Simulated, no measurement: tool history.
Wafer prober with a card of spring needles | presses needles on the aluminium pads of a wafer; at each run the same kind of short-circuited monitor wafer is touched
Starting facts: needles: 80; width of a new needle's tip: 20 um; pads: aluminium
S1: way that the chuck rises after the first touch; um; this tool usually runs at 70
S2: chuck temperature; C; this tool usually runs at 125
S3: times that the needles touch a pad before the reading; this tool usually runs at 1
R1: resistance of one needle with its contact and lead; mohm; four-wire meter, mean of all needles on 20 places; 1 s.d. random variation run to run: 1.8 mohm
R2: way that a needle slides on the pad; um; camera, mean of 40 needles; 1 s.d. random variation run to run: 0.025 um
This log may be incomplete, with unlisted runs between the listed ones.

{"run": 1, "day": 0.0, "S1": 70, "S2": 125, "S3": 1, "R1": 243, "R2": 12.36}
{"day": 0.071, "done": "tips cleaned on abrasive film"}
{"run": 2, "day": 0.238, "S1": 70, "S2": 125, "S3": 1, "R1": 222, "R2": 12.34}
{"run": 3, "day": 0.667, "S1": 70, "S2": 125, "S3": 1, "R1": 242, "R2": 12.33}
{"day": 0.833, "done": "tips cleaned on abrasive film"}
{"run": 4, "day": 0.904, "S1": 57, "S2": 125, "S3": 1, "R1": 223, "R2": 9.99}
{"run": 5, "day": 1.221, "S1": 70, "S2": 125, "S3": 1, "R1": 237, "R2": 12.29}
{"run": 6, "day": 1.429, "S1": 70, "S2": 125, "S3": 1, "R1": 243, "R2": 12.31}
{"day": 1.596, "done": "tips cleaned on abrasive film"}
{"run": 7, "day": 1.629, "S1": 70, "S2": 125, "S3": 1, "R1": 206, "R2": 12.3}
{"run": 8, "day": 1.875, "S1": 70, "S2": 125, "S3": 1, "R1": 227, "R2": 12.31}
{"run": 9, "day": 2.183, "S1": 70, "S2": 125, "S3": 1, "R1": 240, "R2": 12.29}
{"day": 2.346, "done": "tips cleaned on abrasive film"}
{"run": 10, "day": 2.504, "S1": 64, "S2": 66, "S3": 1, "R1": 224, "R2": 11.24}
{"run": 11, "day": 2.875, "S1": 64, "S2": 66, "S3": 1, "R1": 248, "R2": 11.26}
{"day": 3.1, "done": "tips cleaned on abrasive film"}
{"run": 12, "day": 3.112, "S1": 83, "S2": 67, "S3": 3, "R1": 180, "R2": 14.6}
{"run": 13, "day": 3.454, "S1": 83, "S2": 67, "S3": 3, "R1": 189, "R2": 14.55}
{"run": 14, "day": 3.642, "S1": 67, "S2": 104, "S3": 2, "R1": 220, "R2": 11.78}
{"run": 15, "day": 3.838, "S1": 71, "S2": 58, "S3": 2, "R1": 213, "R2": 12.46}
{"day": 3.883, "done": "tips cleaned on abrasive film"}
{"run": 16, "day": 4.262, "S1": 68, "S2": 31, "S3": 2, "R1": 205, "R2": 11.91}
{"run": 17, "day": 4.596, "S1": 57, "S2": 31, "S3": 2, "R1": 229, "R2": 9.99}
{"day": 4.642, "done": "tips cleaned on abrasive film"}
{"run": 18, "day": 4.967, "S1": 57, "S2": 31, "S3": 2, "R1": 220, "R2": 9.98}

Table of differences, measured result less the result of that run with no hidden state. Run-to-run variation is the same in both. Gauge scatter possibly is not:
Hidden conditions of the tool in this case: debris on the tips, nm; way that the needles fall short of the set height, um; tips' diameter, um; drift of the gauge itself on contact_mohm, %; drift of the gauge itself on scrub_um, %.
run=1 R1=+49 R2=-0.02
run=2 R1=+28 R2=-0.03
run=3 R1=+49 R2=-0.03
run=4 R1=+25 R2=-0.04
run=5 R1=+44 R2=-0.03
run=6 R1=+49 R2=-0.04
run=7 R1=+12 R2=-0.04
run=8 R1=+37 R2=-0.05
run=9 R1=+48 R2=-0.05
run=10 R1=+38 R2=-0.05
run=11 R1=+63 R2=-0.05
run=12 R1=+2 R2=-0.06
run=13 R1=+12 R2=-0.06
run=14 R1=+32 R2=-0.06
run=15 R1=+33 R2=-0.05
run=16 R1=+32 R2=-0.06
run=17 R1=+52 R2=-0.07
run=18 R1=+42 R2=-0.07

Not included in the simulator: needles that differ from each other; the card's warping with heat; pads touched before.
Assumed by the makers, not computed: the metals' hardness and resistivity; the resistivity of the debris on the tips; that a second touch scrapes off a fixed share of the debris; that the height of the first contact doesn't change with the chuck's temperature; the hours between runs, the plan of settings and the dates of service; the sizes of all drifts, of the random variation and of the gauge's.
